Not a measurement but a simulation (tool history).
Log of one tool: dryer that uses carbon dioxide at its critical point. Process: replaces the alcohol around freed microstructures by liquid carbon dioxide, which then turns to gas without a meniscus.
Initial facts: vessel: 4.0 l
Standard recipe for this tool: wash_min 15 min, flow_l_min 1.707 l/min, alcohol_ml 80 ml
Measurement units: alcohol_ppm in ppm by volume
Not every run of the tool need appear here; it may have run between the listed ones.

run	hour	wash_min	flow_l_min	alcohol_ml	alcohol_ppm
1	0	15	1.707	80	130
2	50.5	22	1.707	80	48
3	100	22	1.707	80	44
4	147.4	22	1.707	80	48
5	179	22	1.707	80	41
6	229	22	1.707	80	57
7	261.1	22	1.707	80	58
8	316.4	22	1.707	80	68
9	367	15	1.54	80	292
# hour 424.5: inlet filter changed
10	428.1	15	1.707	80	148
11	480.6	21	1.707	80	66
12	524.9	21	1.707	80	69
13	556.3	21	1.707	80	77

Run 14 has not been measured yet. What should we expect?
14	616.2	15	2.36	80	?

alcohol_ppm: 85 ppm by volume
Were there no unlogged condition in the tool, this run, its random variation unchanged, would have produced alcohol_ppm 20 ppm by volume.
